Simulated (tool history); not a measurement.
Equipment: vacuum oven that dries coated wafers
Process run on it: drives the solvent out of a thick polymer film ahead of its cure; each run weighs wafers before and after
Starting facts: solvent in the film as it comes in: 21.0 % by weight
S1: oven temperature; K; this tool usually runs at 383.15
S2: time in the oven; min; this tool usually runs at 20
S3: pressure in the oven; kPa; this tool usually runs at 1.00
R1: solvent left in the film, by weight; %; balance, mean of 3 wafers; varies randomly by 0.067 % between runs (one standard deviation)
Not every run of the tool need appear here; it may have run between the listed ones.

Run 1, hour 0.0: usual settings. Result: R1 4.62 %.
Run 2, hour 65.1: usual settings but S1 386.15 K. Result: R1 3.45 %.
Run 3, hour 152.6: usual settings but S1 386.15 K. Result: R1 3.54 %.
At hour 213.2: vacuum gauge cleaned of residue and calibrated.
Run 4, hour 241.5: usual settings but S1 386.15 K. Result: R1 3.57 %.
At hour 312.6: oven's thermocouples calibrated.
Run 5, hour 328.4: usual settings but S1 398.15 K. Result: R1 0.94 %.
Run 6, hour 381.6: usual settings but S1 386.15 K. Result: R1 3.55 %.
Run 7, hour 459.7: usual settings but S1 386.15 K, S3 1.17 kPa. Result: R1 3.62 %.
Run 8, hour 505.3: usual settings. Result: R1 4.56 %.
Run 9, hour 556.7: usual settings but S2 30 min. Result: R1 2.49 %.
Run 10, hour 629.1: usual settings but S3 1.12 kPa. Result: R1 4.44 %.
Run 11, hour 703.8: usual settings but S3 0.69 kPa. Result: R1 4.44 %.
Run 12, hour 745.8: usual settings but S3 1.39 kPa. Result: R1 4.68 %.
Run 13, hour 815.1: usual settings but S3 1.39 kPa. Result: R1 4.58 %.
Run 14, hour 882.6: usual settings but S1 380.15 K, S2 28 min, S3 0.73 kPa. Result: R1 3.58 %.
Run 15, hour 972.6: usual settings but S1 380.15 K, S2 28 min, S3 0.73 kPa. Result: R1 3.55 %.
Run 16, hour 1063.4: usual settings but S1 384.15 K, S2 25 min, S3 2.52 kPa. Result: R1 3.67 %.
Run 17, hour 1111.1: usual settings but S1 384.15 K, S2 14 min, S3 2.66 kPa. Result: R1 6.84 %.
Run 18, hour 1174.2: usual settings but S2 21 min. Result: R1 4.29 %.
Run 19, hour 1256.8: usual settings but S2 21 min. Result: R1 4.33 %.
Run 20, hour 1325.8: usual settings but S2 35 min, S3 3.72 kPa. Result: R1 2.92 %.
Run 21, hour 1386.9: usual settings but S2 26 min, S3 1.78 kPa. Result: R1 3.37 %.

Forecast each of these 3 alternatives for the next run:
Run A, hour 1450.0: usual settings but S1 398.15 K, S2 19 min, S3 1.78 kPa. Result: R1 ?.
Run B, hour 1450.0: usual settings but S1 372.15 K, S2 17 min. Result: R1 ?.
Run C, hour 1450.0: usual settings but S1 373.15 K, S2 21 min, S3 1.05 kPa. Result: R1 ?.

run    R1
  A  1.28
  B  9.28
  C  7.87
With no hidden state in the tool, these same runs would have given:
run    R1
  A  1.27
  B  9.27
  C  7.85

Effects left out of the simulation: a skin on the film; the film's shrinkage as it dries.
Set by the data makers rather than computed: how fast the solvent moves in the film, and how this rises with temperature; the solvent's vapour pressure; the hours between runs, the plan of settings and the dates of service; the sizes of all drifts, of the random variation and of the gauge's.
